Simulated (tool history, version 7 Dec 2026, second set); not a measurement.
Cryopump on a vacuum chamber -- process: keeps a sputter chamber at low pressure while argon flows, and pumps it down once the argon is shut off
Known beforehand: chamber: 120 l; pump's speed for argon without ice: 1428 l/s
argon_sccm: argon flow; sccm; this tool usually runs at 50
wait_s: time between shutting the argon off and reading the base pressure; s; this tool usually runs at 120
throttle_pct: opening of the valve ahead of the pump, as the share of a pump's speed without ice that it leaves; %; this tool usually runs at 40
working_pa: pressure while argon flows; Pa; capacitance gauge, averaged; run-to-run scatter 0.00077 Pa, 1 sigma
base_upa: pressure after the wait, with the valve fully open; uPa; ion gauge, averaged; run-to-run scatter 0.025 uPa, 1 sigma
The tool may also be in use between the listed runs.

{"run": 1, "hour": 0.0, "argon_sccm": 50, "wait_s": 120, "throttle_pct": 40, "working_pa": 0.1642, "base_upa": 3.88}
{"run": 2, "hour": 47.3, "argon_sccm": 50, "wait_s": 120, "throttle_pct": 40, "working_pa": 0.1638, "base_upa": 4.14}
{"run": 3, "hour": 80.8, "argon_sccm": 50, "wait_s": 120, "throttle_pct": 40, "working_pa": 0.1633, "base_upa": 4.13}
{"run": 4, "hour": 117.6, "argon_sccm": 50, "wait_s": 120, "throttle_pct": 40, "working_pa": 0.1627, "base_upa": 4.23}
{"run": 5, "hour": 140.5, "argon_sccm": 44, "wait_s": 120, "throttle_pct": 40, "working_pa": 0.1445, "base_upa": 4.27}
{"run": 6, "hour": 196.6, "argon_sccm": 50, "wait_s": 120, "throttle_pct": 58, "working_pa": 0.1184, "base_upa": 4.5}
{"hour": 214.8, "done": "pump warmed up, emptied and cooled again"}
{"run": 7, "hour": 258.0, "argon_sccm": 50, "wait_s": 120, "throttle_pct": 40, "working_pa": 0.1487, "base_upa": 3.73}
{"hour": 277.3, "done": "leaking fittings of the chamber tightened, without venting"}
{"run": 8, "hour": 298.3, "argon_sccm": 50, "wait_s": 120, "throttle_pct": 40, "working_pa": 0.1506, "base_upa": 1.09}
{"run": 9, "hour": 346.8, "argon_sccm": 50, "wait_s": 120, "throttle_pct": 40, "working_pa": 0.15, "base_upa": 1.13}
{"run": 10, "hour": 379.5, "argon_sccm": 50, "wait_s": 120, "throttle_pct": 40, "working_pa": 0.1493, "base_upa": 1.15}
{"run": 11, "hour": 434.9, "argon_sccm": 50, "wait_s": 120, "throttle_pct": 40, "working_pa": 0.151, "base_upa": 1.23}
{"run": 12, "hour": 462.0, "argon_sccm": 50, "wait_s": 120, "throttle_pct": 40, "working_pa": 0.1514, "base_upa": 1.22}
{"run": 13, "hour": 511.0, "argon_sccm": 50, "wait_s": 120, "throttle_pct": 40, "working_pa": 0.1517, "base_upa": 1.29}
{"run": 14, "hour": 535.3, "argon_sccm": 50, "wait_s": 120, "throttle_pct": 40, "working_pa": 0.1515, "base_upa": 1.33}
{"run": 15, "hour": 574.3, "argon_sccm": 50, "wait_s": 120, "throttle_pct": 40, "working_pa": 0.1513, "base_upa": 1.4}
{"run": 16, "hour": 618.3, "argon_sccm": 50, "wait_s": 120, "throttle_pct": 40, "working_pa": 0.1525, "base_upa": 1.39}
{"run": 17, "hour": 653.0, "argon_sccm": 50, "wait_s": 120, "throttle_pct": 40, "working_pa": 0.1529, "base_upa": 1.47}
{"run": 18, "hour": 692.6, "argon_sccm": 41, "wait_s": 168, "throttle_pct": 22, "working_pa": 0.2252, "base_upa": 1.34}
{"run": 19, "hour": 734.6, "argon_sccm": 41, "wait_s": 168, "throttle_pct": 22, "working_pa": 0.224, "base_upa": 1.33}
{"run": 20, "hour": 773.1, "argon_sccm": 41, "wait_s": 168, "throttle_pct": 22, "working_pa": 0.227, "base_upa": 1.41}
{"run": 21, "hour": 817.2, "argon_sccm": 41, "wait_s": 168, "throttle_pct": 22, "working_pa": 0.2271, "base_upa": 1.48}
{"run": 22, "hour": 859.3, "argon_sccm": 41, "wait_s": 168, "throttle_pct": 22, "working_pa": 0.2272, "base_upa": 1.44}
{"run": 23, "hour": 890.1, "argon_sccm": 41, "wait_s": 168, "throttle_pct": 22, "working_pa": 0.2281, "base_upa": 1.55}
{"run": 24, "hour": 931.4, "argon_sccm": 41, "wait_s": 168, "throttle_pct": 22, "working_pa": 0.2276, "base_upa": 1.66}
{"run": 25, "hour": 975.5, "argon_sccm": 24, "wait_s": 20, "throttle_pct": 40, "working_pa": 0.0754, "base_upa": 6.02}
{"run": 26, "hour": 1025.7, "argon_sccm": 24, "wait_s": 20, "throttle_pct": 40, "working_pa": 0.0752, "base_upa": 6.09}
{"run": 27, "hour": 1049.8, "argon_sccm": 24, "wait_s": 35, "throttle_pct": 21, "working_pa": 0.1402, "base_upa": 3.93}
{"run": 28, "hour": 1104.4, "argon_sccm": 22, "wait_s": 230, "throttle_pct": 19, "working_pa": 0.1415, "base_upa": 1.73}
{"run": 29, "hour": 1158.9, "argon_sccm": 50, "wait_s": 74, "throttle_pct": 21, "working_pa": 0.2933, "base_upa": 2.65}
{"run": 30, "hour": 1196.4, "argon_sccm": 21, "wait_s": 120, "throttle_pct": 40, "working_pa": 0.0667, "base_upa": 2.21}
{"run": 31, "hour": 1230.2, "argon_sccm": 21, "wait_s": 120, "throttle_pct": 40, "working_pa": 0.067, "base_upa": 2.3}
{"run": 32, "hour": 1272.3, "argon_sccm": 21, "wait_s": 120, "throttle_pct": 40, "working_pa": 0.0667, "base_upa": 2.33}
{"run": 33, "hour": 1308.7, "argon_sccm": 21, "wait_s": 120, "throttle_pct": 40, "working_pa": 0.0678, "base_upa": 2.38}

Here are 5 independent what-if runs from the current tool condition. What would each one return?
{"run": "A", "hour": 1350.4, "argon_sccm": 34, "wait_s": 261, "throttle_pct": 49, "working_pa": "?", "base_upa": "?"}
{"run": "B", "hour": 1350.4, "argon_sccm": 35, "wait_s": 151, "throttle_pct": 33, "working_pa": "?", "base_upa": "?"}
{"run": "C", "hour": 1350.4, "argon_sccm": 96, "wait_s": 120, "throttle_pct": 30, "working_pa": "?", "base_upa": "?"}
{"run": "D", "hour": 1350.4, "argon_sccm": 22, "wait_s": 126, "throttle_pct": 31, "working_pa": "?", "base_upa": "?"}
{"run": "E", "hour": 1350.4, "argon_sccm": 75, "wait_s": 81, "throttle_pct": 24, "working_pa": "?", "base_upa": "?"}

run=A working_pa=0.0923 base_upa=2
run=B working_pa=0.1359 base_upa=2.33
run=C working_pa=0.4038 base_upa=2.6
run=D working_pa=0.0896 base_upa=2.48
run=E working_pa=0.389 base_upa=2.91
Stripped of hidden state, with their random variation kept, the same runs would have yielded:
run=A working_pa=0.0825 base_upa=0.57
run=B working_pa=0.1259 base_upa=0.86
run=C working_pa=0.3766 base_upa=1.09
run=D working_pa=0.0833 base_upa=1
run=E working_pa=0.3677 base_upa=1.44
